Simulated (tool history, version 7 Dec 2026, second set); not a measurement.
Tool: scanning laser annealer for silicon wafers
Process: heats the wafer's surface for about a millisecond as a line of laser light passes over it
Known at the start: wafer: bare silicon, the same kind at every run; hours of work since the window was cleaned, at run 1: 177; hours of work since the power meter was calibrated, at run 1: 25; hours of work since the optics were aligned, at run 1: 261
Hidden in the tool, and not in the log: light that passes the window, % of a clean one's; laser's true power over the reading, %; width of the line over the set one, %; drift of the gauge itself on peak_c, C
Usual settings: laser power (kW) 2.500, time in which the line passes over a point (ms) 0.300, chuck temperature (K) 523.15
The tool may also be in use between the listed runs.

| run | day | laser power (kW) | time in which the line passes over a point (ms) | chuck temperature (K) | hours of work since the window was cleaned | hours of work since the power meter was calibrated | hours of work since the optics were aligned | highest temperature of the surface (K) |
|---|---|---|---|---|---|---|---|---|
| 1 | 0.000 | 2.500 | 0.300 | 523.15 | 177 | 25 | 261 | 1306.15 |
| 2 | 0.396 | 2.500 | 0.300 | 523.15 | 183 | 31 | 268 | 1308.15 |
| 3 | 0.971 | 2.500 | 0.352 | 523.15 | 192 | 40 | 276 | 1372.15 |
| 4 | 1.583 | 2.500 | 0.336 | 523.15 | 202 | 49 | 286 | 1350.15 |
| 5 | 1.888 | 2.500 | 0.336 | 494.15 | 206 | 54 | 291 | 1321.15 |
| 6 | 2.412 | 2.500 | 0.336 | 494.15 | 214 | 62 | 299 | 1322.15 |
| 7 | 3.017 | 2.500 | 0.275 | 523.15 | 224 | 71 | 308 | 1265.15 |
| 8 | 3.617 | 2.500 | 0.300 | 523.15 | 233 | 81 | 317 | 1303.15 |
| 9 | 4.338 | 2.500 | 0.300 | 523.15 | 244 | 92 | 328 | 1300.15 |
| 10 | 4.662 | 2.500 | 0.300 | 523.15 | 249 | 97 | 333 | 1298.15 |
| 11 | 5.167 | 2.500 | 0.291 | 523.15 | 257 | 105 | 341 | 1283.15 |
| 12 | 5.842 | 2.500 | 0.291 | 523.15 | 267 | 115 | 352 | 1284.15 |
| 13 | 6.438 | 2.500 | 0.304 | 523.15 | 277 | 124 | 361 | 1301.15 |
| 14 | 6.883 | 2.500 | 0.300 | 523.15 | 283 | 131 | 368 | 1291.15 |
| 15 | 7.433 | 2.500 | 0.300 | 523.15 | 292 | 140 | 376 | 1293.15 |
| 16 | 8.050 | 2.500 | 0.212 | 523.15 | 302 | 149 | 386 | 1170.15 |
|  | 8.612 | window over the wafer cleaned |
| 17 | 8.654 | 2.500 | 0.244 | 523.15 | 1 | 157 | 394 | 1247.15 |
| 18 | 9.225 | 2.500 | 0.300 | 487.15 | 10 | 166 | 403 | 1291.15 |
| 19 | 9.771 | 2.500 | 0.300 | 487.15 | 18 | 174 | 411 | 1286.15 |
| 20 | 10.288 | 2.155 | 0.300 | 523.15 | 26 | 182 | 419 | 1212.15 |
| 21 | 10.958 | 2.155 | 0.300 | 523.15 | 36 | 193 | 429 | 1211.15 |
| 22 | 11.388 | 2.155 | 0.237 | 506.15 | 43 | 199 | 436 | 1115.15 |
| 23 | 11.700 | 2.155 | 0.237 | 506.15 | 48 | 204 | 441 | 1115.15 |
| 24 | 12.096 | 2.155 | 0.237 | 506.15 | 54 | 210 | 447 | 1115.15 |
| 25 | 12.429 | 2.704 | 0.247 | 506.15 | 59 | 216 | 452 | 1287.15 |
| 26 | 12.942 | 2.704 | 0.247 | 506.15 | 67 | 223 | 460 | 1284.15 |
| 27 | 13.592 | 2.704 | 0.247 | 506.15 | 77 | 233 | 470 | 1282.15 |
| 28 | 14.304 | 2.209 | 0.300 | 544.15 | 88 | 244 | 481 | 1244.15 |
| 29 | 14.725 | 2.674 | 0.265 | 551.15 | 94 | 251 | 488 | 1348.15 |
| 30 | 15.442 | 2.674 | 0.265 | 551.15 | 106 | 262 | 499 | 1343.15 |
| 31 | 15.971 | 2.338 | 0.300 | 500.15 | 114 | 270 | 507 | 1235.15 |
| 32 | 16.325 | 2.338 | 0.301 | 542.15 | 119 | 276 | 512 | 1278.15 |
| 33 | 17.033 | 2.457 | 0.333 | 523.15 | 130 | 287 | 523 | 1334.15 |
| 34 | 17.638 | 2.457 | 0.287 | 510.15 | 139 | 296 | 533 | 1262.15 |
| 35 | 18.042 | 2.338 | 0.287 | 517.15 | 146 | 302 | 539 | 1232.15 |
| 36 | 18.692 | 2.222 | 0.329 | 500.15 | 156 | 312 | 549 | 1229.15 |
| 37 | 19.271 | 2.222 | 0.329 | 500.15 | 165 | 321 | 558 | 1228.15 |
| 38 | 19.921 | 2.222 | 0.270 | 485.15 | 175 | 331 | 568 | 1140.15 |
| 39 | 20.638 | 2.222 | 0.270 | 485.15 | 186 | 342 | 579 | 1139.15 |
| 40 | 21.083 | 2.500 | 0.308 | 523.15 | 193 | 349 | 586 | 1311.15 |
| 41 | 21.429 | 2.500 | 0.308 | 523.15 | 198 | 355 | 591 | 1313.15 |

Measured less the same run without the tool's hidden state. The same run-to-run variation is in both; the gauge's scatter may not be:
| run | highest temperature of the surface (K) |
|---|---|
| 1 | -22.00 |
| 2 | -23.00 |
| 3 | -27.00 |
| 4 | -27.00 |
| 5 | -28.00 |
| 6 | -29.00 |
| 7 | -28.00 |
| 8 | -30.00 |
| 9 | -31.00 |
| 10 | -32.00 |
| 11 | -32.00 |
| 12 | -34.00 |
| 13 | -36.00 |
| 14 | -37.00 |
| 15 | -38.00 |
| 16 | -33.00 |
| 17 | -2.00 |
| 18 | -3.00 |
| 19 | -5.00 |
| 20 | -5.00 |
| 21 | -7.00 |
| 22 | -7.00 |
| 23 | -7.00 |
| 24 | -7.00 |
| 25 | -10.00 |
| 26 | -11.00 |
| 27 | -13.00 |
| 28 | -13.00 |
| 29 | -15.00 |
| 30 | -17.00 |
| 31 | -16.00 |
| 32 | -18.00 |
| 33 | -21.00 |
| 34 | -21.00 |
| 35 | -21.00 |
| 36 | -22.00 |
| 37 | -23.00 |
| 38 | -22.00 |
| 39 | -23.00 |
| 40 | -29.00 |
| 41 | -30.00 |

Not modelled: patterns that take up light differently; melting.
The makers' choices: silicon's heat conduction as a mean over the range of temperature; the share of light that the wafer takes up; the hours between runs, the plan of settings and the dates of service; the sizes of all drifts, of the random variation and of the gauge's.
